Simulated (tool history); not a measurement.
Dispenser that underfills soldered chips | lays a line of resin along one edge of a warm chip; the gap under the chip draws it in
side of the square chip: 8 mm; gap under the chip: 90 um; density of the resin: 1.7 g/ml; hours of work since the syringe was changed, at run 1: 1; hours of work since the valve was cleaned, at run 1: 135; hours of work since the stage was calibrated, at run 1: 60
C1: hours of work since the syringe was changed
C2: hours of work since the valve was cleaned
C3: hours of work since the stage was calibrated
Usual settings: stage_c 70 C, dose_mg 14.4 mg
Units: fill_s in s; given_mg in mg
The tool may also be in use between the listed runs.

{"run": 1, "hour": 0.0, "stage_c": 70, "dose_mg": 14.4, "C1": 1, "C2": 135, "C3": 60, "fill_s": 17.2, "given_mg": 13.37}
{"run": 2, "hour": 4.6, "stage_c": 70, "dose_mg": 14.4, "C1": 4, "C2": 139, "C3": 63, "fill_s": 19, "given_mg": 13.39}
{"hour": 7.7, "done": "new syringe of resin"}
{"run": 3, "hour": 7.8, "stage_c": 70, "dose_mg": 12.6, "C1": 0, "C2": 141, "C3": 65, "fill_s": 16.6, "given_mg": 11.69}
{"run": 4, "hour": 12.1, "stage_c": 70, "dose_mg": 12.6, "C1": 3, "C2": 144, "C3": 69, "fill_s": 19.1, "given_mg": 11.61}
{"hour": 16.6, "done": "new syringe of resin"}
{"run": 5, "hour": 16.6, "stage_c": 70, "dose_mg": 14.4, "C1": 0, "C2": 147, "C3": 72, "fill_s": 15.6, "given_mg": 13.28}
{"hour": 19.1, "done": "dispensing valve cleaned and set on the balance"}
{"run": 6, "hour": 21.5, "stage_c": 70, "dose_mg": 14.4, "C1": 3, "C2": 2, "C3": 74, "fill_s": 17.5, "given_mg": 14.37}
{"run": 7, "hour": 26.0, "stage_c": 62, "dose_mg": 14.4, "C1": 6, "C2": 5, "C3": 78, "fill_s": 30.8, "given_mg": 14.5}
{"hour": 26.6, "done": "new syringe of resin"}
{"run": 8, "hour": 28.5, "stage_c": 70, "dose_mg": 14.4, "C1": 1, "C2": 7, "C3": 79, "fill_s": 17.2, "given_mg": 14.36}
{"run": 9, "hour": 31.1, "stage_c": 70, "dose_mg": 14.4, "C1": 3, "C2": 8, "C3": 81, "fill_s": 18.6, "given_mg": 14.43}
{"hour": 35.8, "done": "new syringe of resin"}
{"run": 10, "hour": 36.4, "stage_c": 70, "dose_mg": 14.4, "C1": 1, "C2": 12, "C3": 85, "fill_s": 15.9, "given_mg": 14.35}
{"run": 11, "hour": 41.6, "stage_c": 70, "dose_mg": 14.4, "C1": 4, "C2": 16, "C3": 88, "fill_s": 18.1, "given_mg": 14.31}
{"hour": 44.7, "done": "new syringe of resin"}
{"run": 12, "hour": 45.1, "stage_c": 70, "dose_mg": 14.4, "C1": 0, "C2": 18, "C3": 91, "fill_s": 16.8, "given_mg": 14.28}
{"run": 13, "hour": 48.3, "stage_c": 70, "dose_mg": 14.4, "C1": 3, "C2": 20, "C3": 93, "fill_s": 18.4, "given_mg": 14.1}
{"hour": 53.7, "done": "new syringe of resin"}
{"run": 14, "hour": 53.8, "stage_c": 79, "dose_mg": 14.4, "C1": 0, "C2": 24, "C3": 97, "fill_s": 10.2, "given_mg": 14.31}
{"run": 15, "hour": 57.2, "stage_c": 79, "dose_mg": 14.4, "C1": 3, "C2": 27, "C3": 99, "fill_s": 10.7, "given_mg": 14.21}
{"run": 16, "hour": 60.1, "stage_c": 79, "dose_mg": 14.4, "C1": 5, "C2": 29, "C3": 101, "fill_s": 11.7, "given_mg": 14.27}
{"hour": 62.7, "done": "new syringe of resin"}
{"run": 17, "hour": 63.1, "stage_c": 70, "dose_mg": 15.5, "C1": 0, "C2": 31, "C3": 103, "fill_s": 16.1, "given_mg": 15.3}
{"run": 18, "hour": 65.4, "stage_c": 70, "dose_mg": 14.2, "C1": 2, "C2": 32, "C3": 105, "fill_s": 17, "given_mg": 14.02}
{"run": 19, "hour": 68.2, "stage_c": 74, "dose_mg": 14.9, "C1": 4, "C2": 34, "C3": 107, "fill_s": 14.7, "given_mg": 14.71}

Forecast run 20:
{"run": 20, "hour": 71.1, "stage_c": 74, "dose_mg": 17, "C1": 6, "C2": 36, "C3": 109, "fill_s": "?", "given_mg": "?"}

Run 20 gave fill_s 16 s, given_mg 16.83 mg.
Without the tool's hidden state the same run would have given fill_s 13 s, given_mg 17.13 mg.
